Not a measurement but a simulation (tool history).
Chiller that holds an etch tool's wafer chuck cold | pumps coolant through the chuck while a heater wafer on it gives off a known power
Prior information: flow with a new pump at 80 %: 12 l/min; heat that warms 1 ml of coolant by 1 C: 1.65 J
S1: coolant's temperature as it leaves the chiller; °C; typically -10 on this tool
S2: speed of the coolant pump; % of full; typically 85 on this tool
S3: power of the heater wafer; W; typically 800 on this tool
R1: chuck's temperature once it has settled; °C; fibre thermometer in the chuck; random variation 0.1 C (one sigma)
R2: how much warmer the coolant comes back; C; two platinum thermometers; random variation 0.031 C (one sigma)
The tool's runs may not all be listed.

run     day   S1  S2    S3     R1    R2
  1       0  -10  85   800     -5  2.26
  2   1.458  -10  86   800   -4.8  2.29
  3   2.283  -10  86   800   -4.8  2.23
  4   3.225  -10  86   832   -4.7  2.39
  5   4.438  -10  86   832   -4.6   2.4
  6   5.983  -10  90   800   -5.3  2.16
  7     7.2  -12  85   800   -6.9   2.3
  8   8.146  -10  85   800   -4.9  2.34
  9   9.908  -10  85   800   -4.8  2.25
 10  11.004  -10  85   800   -4.7   2.3
 11  12.833  -10  85   800   -4.8  2.25
 12  13.854  -10  85   800     -5  2.25
 13  14.742  -10  85   800   -4.9  2.28
 14   16.25  -10  60   800     -3  3.19
 15  17.125  -10  60   800   -2.8  3.22
 16  18.512  -10  60   800   -2.9  3.23
 17  20.042  -18  85   800  -12.7  2.26
 18  20.979   -1  69   846    5.7  2.96
 19  21.733  -16  83   479  -12.8  1.41
 20  23.579  -10  99   800   -5.4  1.97
 21  24.812  -19  94   654  -15.1  1.71
 22  26.529   -4  94   695    0.1  1.78
 23  27.821  -10  85  1140   -2.8  3.27
 24  29.575  -14  98   540  -10.9  1.37
 25  30.646  -14  98   540  -10.9  1.37
 26  32.296  -14  98   540  -10.9  1.32
 27  33.912  -12  61   999   -3.3  3.91
 28   35.25  -16  88   800    -11  2.25
 29  36.075  -10  85   979   -3.5  2.75
 30  37.846  -10  61   800   -3.1  3.16
 31  38.867   -6  77   800   -0.3  2.56
 32  40.592  -10  64   947     -2  3.54

Below are 4 alternative next runs, each starting from the tool's condition after run 32. Predict each:
  A  41.662   -6  75  947   ?   ?
  B  41.662  -12  61  420   ?   ?
  C  41.662  -19  85  824   ?   ?
  D  41.662  -11  88  947   ?   ?

run     R1    R2
  A      1  3.07
  B   -8.4   1.7
  C  -13.7  2.35
  D     -5   2.6
What these runs would have given with no unlogged condition in the tool:
run     R1    R2
  A      1  3.07
  B   -8.4   1.7
  C  -13.7  2.34
  D     -5  2.59
